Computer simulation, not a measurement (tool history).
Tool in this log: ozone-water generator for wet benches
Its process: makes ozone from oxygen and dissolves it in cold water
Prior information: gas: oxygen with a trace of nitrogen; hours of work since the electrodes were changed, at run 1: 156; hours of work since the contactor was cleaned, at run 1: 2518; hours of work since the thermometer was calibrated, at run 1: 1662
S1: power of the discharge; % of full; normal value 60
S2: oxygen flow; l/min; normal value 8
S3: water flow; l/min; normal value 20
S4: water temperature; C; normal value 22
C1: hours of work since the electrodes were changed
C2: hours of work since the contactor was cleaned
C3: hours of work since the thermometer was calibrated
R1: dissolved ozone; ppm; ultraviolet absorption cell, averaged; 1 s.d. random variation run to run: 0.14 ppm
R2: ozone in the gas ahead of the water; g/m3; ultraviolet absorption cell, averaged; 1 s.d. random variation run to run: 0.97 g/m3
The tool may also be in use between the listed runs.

run 1 hour=0 | S1=60 S2=8 S3=20 S4=22 | C1=156 C2=2518 C3=1662 | R1=15.2 R2=165.2
run 2 hour=57 | S1=60 S2=8 S3=20 S4=22 | C1=198 C2=2560 C3=1704 | R1=15.2 R2=166
run 3 hour=146.3 | S1=60 S2=8 S3=22 S4=22 | C1=264 C2=2625 C3=1769 | R1=14.3 R2=167.5
run 4 hour=235.2 | S1=60 S2=8 S3=22 S4=22 | C1=329 C2=2691 C3=1835 | R1=14.2 R2=164.8
run 5 hour=301.6 | S1=60 S2=8 S3=22 S4=22 | C1=378 C2=2740 C3=1884 | R1=14.2 R2=166
run 6 hour=343.9 | S1=60 S2=8 S3=20 S4=22 | C1=409 C2=2771 C3=1915 | R1=15.4 R2=167.3
run 7 hour=402.4 | S1=60 S2=8 S3=20 S4=22 | C1=452 C2=2814 C3=1958 | R1=15.3 R2=167.1
run 8 hour=482.4 | S1=60 S2=8 S3=20 S4=22 | C1=511 C2=2872 C3=2016 | R1=15.1 R2=167.5
run 9 hour=534.8 | S1=60 S2=8 S3=20 S4=22 | C1=549 C2=2911 C3=2055 | R1=15.2 R2=166.1
run 10 hour=587.7 | S1=60 S2=8 S3=20 S4=22 | C1=588 C2=2950 C3=2094 | R1=15.1 R2=166.1
run 11 hour=668 | S1=42 S2=8 S3=20 S4=22 | C1=647 C2=3009 C3=2153 | R1=12.7 R2=138.2
run 12 hour=717 | S1=42 S2=8 S3=20 S4=22 | C1=683 C2=3045 C3=2189 | R1=12.8 R2=139.4
run 13 hour=785.6 | S1=42 S2=8 S3=20 S4=22 | C1=733 C2=3095 C3=2239 | R1=12.6 R2=136.7
run 14 hour=875.5 | S1=60 S2=8 S3=20 S4=22 | C1=799 C2=3161 C3=2305 | R1=15.5 R2=166.4
run 15 hour=926.3 | S1=56 S2=8 S3=20 S4=22 | C1=837 C2=3198 C3=2342 | R1=14.6 R2=161
run 16 hour=991.3 | S1=56 S2=8 S3=20 S4=22 | C1=884 C2=3246 C3=2390 | R1=14.6 R2=159.5
run 17 hour=1075.9 | S1=68 S2=8.55 S3=28 S4=22 | C1=947 C2=3308 C3=2452 | R1=12.6 R2=170.5
run 18 hour=1146.3 | S1=68 S2=8.55 S3=28 S4=22 | C1=998 C2=3360 C3=2504 | R1=12.4 R2=171.9
run 19 hour=1216.7 | S1=68 S2=8.55 S3=28 S4=22 | C1=1050 C2=3412 C3=2556 | R1=12.4 R2=174.6
run 20 hour=1289.1 | S1=80 S2=11.38 S3=27 S4=22 | C1=1103 C2=3465 C3=2609 | R1=14.3 R2=164.9
run 21 hour=1365.6 | S1=59 S2=11.11 S3=22 S4=22 | C1=1159 C2=3521 C3=2665 | R1=13.9 R2=143.1
run 22 hour=1448.5 | S1=60 S2=4.5 S3=15 S4=24 | C1=1220 C2=3582 C3=2726 | R1=18 R2=212.7
run 23 hour=1536.9 | S1=60 S2=12.43 S3=20 S4=25 | C1=1285 C2=3647 C3=2791 | R1=13.9 R2=139
run 24 hour=1611.5 | S1=60 S2=12.43 S3=20 S4=25 | C1=1340 C2=3702 C3=2846 | R1=13.7 R2=138.7
run 25 hour=1706.7 | S1=77 S2=8 S3=28 S4=24 | C1=1410 C2=3772 C3=2916 | R1=12.8 R2=187.4
run 26 hour=1768.1 | S1=72 S2=8 S3=14 S4=24 | C1=1455 C2=3817 C3=2961 | R1=20.3 R2=180.7
run 27 hour=1853.3 | S1=72 S2=8 S3=14 S4=24 | C1=1518 C2=3879 C3=3023 | R1=20.4 R2=181
run 28 hour=1915.3 | S1=63 S2=4.4 S3=30 S4=26 | C1=1563 C2=3925 C3=3069 | R1=9.9 R2=219.6
run 29 hour=2011 | S1=63 S2=4.4 S3=30 S4=26 | C1=1633 C2=3995 C3=3139 | R1=9.9 R2=221
run 30 hour=2095.1 | S1=67 S2=7.64 S3=30 S4=28 | C1=1695 C2=4057 C3=3201 | R1=10.5 R2=179.3

Here are 5 independent what-if runs from the current tool condition. What would each one return?
run A hour=2187.7 | S1=67 S2=7.64 S3=30 S4=23 | C1=1763 C2=4125 C3=3269 | R1=? R2=?
run B hour=2187.7 | S1=60 S2=8 S3=26 S4=22 | C1=1763 C2=4125 C3=3269 | R1=? R2=?
run C hour=2187.7 | S1=67 S2=13.86 S3=30 S4=28 | C1=1763 C2=4125 C3=3269 | R1=? R2=?
run D hour=2187.7 | S1=56 S2=6.99 S3=20 S4=20 | C1=1763 C2=4125 C3=3269 | R1=? R2=?
run E hour=2187.7 | S1=60 S2=10.09 S3=20 S4=15 | C1=1763 C2=4125 C3=3269 | R1=? R2=?

run=A R1=11.4 R2=179.8
run=B R1=12.4 R2=166.4
run=C R1=10.5 R2=139
run=D R1=15.2 R2=170.8
run=E R1=17.3 R2=149
What these runs would have given with no unlogged condition in the tool:
run=A R1=11.4 R2=180
run=B R1=12.4 R2=166.5
run=C R1=10.5 R2=139.1
run=D R1=15.2 R2=170.9
run=E R1=17.3 R2=149.1
